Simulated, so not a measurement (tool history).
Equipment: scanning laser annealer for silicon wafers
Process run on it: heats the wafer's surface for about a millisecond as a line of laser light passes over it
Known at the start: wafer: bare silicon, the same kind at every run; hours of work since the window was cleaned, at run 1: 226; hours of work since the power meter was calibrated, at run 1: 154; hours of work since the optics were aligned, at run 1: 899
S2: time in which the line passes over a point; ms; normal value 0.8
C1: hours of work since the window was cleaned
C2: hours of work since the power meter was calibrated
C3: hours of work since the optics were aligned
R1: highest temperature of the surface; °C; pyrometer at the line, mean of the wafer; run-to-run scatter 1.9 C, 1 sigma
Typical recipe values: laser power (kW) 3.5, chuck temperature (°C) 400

Run 1, hour 0: usual settings; C1 226; C2 154; C3 899. Result: R1 1154 °C.
Run 2, hour 20.3: usual settings but S2 0.597 ms; C1 235; C2 163; C3 907. Result: R1 1041 °C.
Run 3, hour 39.8: usual settings but S2 0.597 ms; C1 243; C2 171; C3 916. Result: R1 1043 °C.
Run 4, hour 52.2: usual settings but S2 0.597 ms; C1 249; C2 177; C3 921. Result: R1 1043 °C.
Run 5, hour 62.5: usual settings but S2 0.597 ms; C1 253; C2 181; C3 925. Result: R1 1044 °C.
Run 6, hour 74.8: usual settings but S2 0.597 ms; C1 258; C2 186; C3 931. Result: R1 1044 °C.
Run 7, hour 83.9: usual settings but S2 0.597 ms; C1 262; C2 190; C3 934. Result: R1 1039 °C.
Run 8, hour 103: usual settings but S2 0.597 ms; C1 271; C2 199; C3 943. Result: R1 1043 °C.
Run 9, hour 115.8: usual settings but S2 0.592 ms; C1 276; C2 204; C3 948. Result: R1 1041 °C.
Run 10, hour 128.8: usual settings but S2 0.592 ms; C1 282; C2 210; C3 954. Result: R1 1039 °C.
Run 11, hour 149.1: usual settings but chuck temperature (°C) 394; C1 290; C2 218; C3 962. Result: R1 1150 °C.
At hour 167: optics aligned, line set to its width.
Run 12, hour 167: usual settings but laser power (kW) 3.125; C1 296; C2 224; C3 0. Result: R1 1077 °C.
Run 13, hour 178.3: usual settings but laser power (kW) 3.125; C1 301; C2 229; C3 5. Result: R1 1077 °C.
Run 14, hour 197.5: usual settings but laser power (kW) 3.125; C1 309; C2 237; C3 13. Result: R1 1082 °C.
Run 15, hour 216: usual settings but laser power (kW) 3.125; C1 317; C2 245; C3 21. Result: R1 1081 °C.
Run 16, hour 231.8: usual settings but laser power (kW) 3.125; C1 324; C2 252; C3 28. Result: R1 1080 °C.
Run 17, hour 252.3: usual settings but laser power (kW) 3.304; C1 332; C2 260; C3 37. Result: R1 1115 °C.
Run 18, hour 264.8: usual settings but laser power (kW) 3.304; C1 338; C2 266; C3 42. Result: R1 1114 °C.
Run 19, hour 280.6: usual settings but laser power (kW) 3.304; C1 344; C2 272; C3 49. Result: R1 1116 °C.
Run 20, hour 295.9: usual settings but laser power (kW) 3.304; C1 351; C2 279; C3 55. Result: R1 1117 °C.
Run 21, hour 309: usual settings but laser power (kW) 3.056; C1 357; C2 285; C3 61. Result: R1 1066 °C.
Run 22, hour 323.2: usual settings but laser power (kW) 3.056; C1 363; C2 291; C3 67. Result: R1 1065 °C.
Run 23, hour 343.6: usual settings but laser power (kW) 3.056; C1 371; C2 299; C3 76. Result: R1 1063 °C.
Run 24, hour 359.1: usual settings but S2 0.993 ms, chuck temperature (°C) 433; C1 378; C2 306; C3 82. Result: R1 1285 °C.
Run 25, hour 374.3: usual settings but S2 0.993 ms, chuck temperature (°C) 433; C1 385; C2 312; C3 89. Result: R1 1283 °C.
Run 26, hour 387.9: usual settings but laser power (kW) 3.397, S2 0.766 ms, chuck temperature (°C) 439; C1 390; C2 318; C3 95. Result: R1 1154 °C.
Run 27, hour 396.6: usual settings but S2 0.953 ms, chuck temperature (°C) 423; C1 394; C2 322; C3 98. Result: R1 1255 °C.
Run 28, hour 407.9: usual settings but S2 0.953 ms, chuck temperature (°C) 423; C1 399; C2 327; C3 103. Result: R1 1256 °C.
Run 29, hour 427.8: usual settings but S2 0.599 ms, chuck temperature (°C) 423; C1 407; C2 335; C3 112. Result: R1 1067 °C.
Run 30, hour 442: usual settings but laser power (kW) 3.694, S2 0.599 ms, chuck temperature (°C) 421; C1 413; C2 341; C3 118. Result: R1 1100 °C.
Run 31, hour 452.8: usual settings but laser power (kW) 3.324, S2 0.731 ms; C1 418; C2 346; C3 122. Result: R1 1085 °C.
Run 32, hour 471.3: usual settings but laser power (kW) 3.523, S2 0.735 ms, chuck temperature (°C) 393; C1 426; C2 354; C3 130. Result: R1 1120 °C.
Run 33, hour 480.6: usual settings but laser power (kW) 3.523, S2 0.735 ms, chuck temperature (°C) 393; C1 430; C2 358; C3 134. Result: R1 1113 °C.
Run 34, hour 489.8: usual settings but laser power (kW) 3.523, S2 0.735 ms, chuck temperature (°C) 393; C1 434; C2 362; C3 138. Result: R1 1116 °C.
Run 35, hour 508.8: usual settings but laser power (kW) 3.064, chuck temperature (°C) 417; C1 442; C2 370; C3 146. Result: R1 1079 °C.
Run 36, hour 518.4: usual settings but laser power (kW) 3.418, S2 0.624 ms, chuck temperature (°C) 432; C1 446; C2 374; C3 150. Result: R1 1078 °C.
Run 37, hour 530: usual settings but laser power (kW) 3.418, S2 0.624 ms, chuck temperature (°C) 432; C1 451; C2 379; C3 155. Result: R1 1080 °C.
Run 38, hour 550.4: usual settings but S2 0.86 ms, chuck temperature (°C) 415; C1 460; C2 388; C3 164. Result: R1 1198 °C.
Run 39, hour 569.6: usual settings but laser power (kW) 3.764, S2 0.988 ms, chuck temperature (°C) 418; C1 468; C2 396; C3 172. Result: R1 1327 °C.
Run 40, hour 584.8: usual settings but chuck temperature (°C) 418; C1 475; C2 403; C3 179. Result: R1 1175 °C.
Run 41, hour 601.7: usual settings but chuck temperature (°C) 418; C1 482; C2 410; C3 186. Result: R1 1177 °C.

What if the next run were any one of these 3? Each begins from the tool's condition after run 41:
Run A, hour 616.4: usual settings but S2 0.973 ms, chuck temperature (°C) 434; C1 488; C2 416; C3 192. Result: R1 ?.
Run B, hour 616.4: usual settings but laser power (kW) 3.353, chuck temperature (°C) 418; C1 488; C2 416; C3 192. Result: R1 ?.
Run C, hour 616.4: usual settings but laser power (kW) 3.188, S2 0.855 ms, chuck temperature (°C) 370; C1 488; C2 416; C3 192. Result: R1 ?.

run    R1
  A  1277
  B  1147
  C  1087
Had the tool no hidden state, the same runs would have come out as:
run    R1
  A  1279
  B  1148
  C  1089
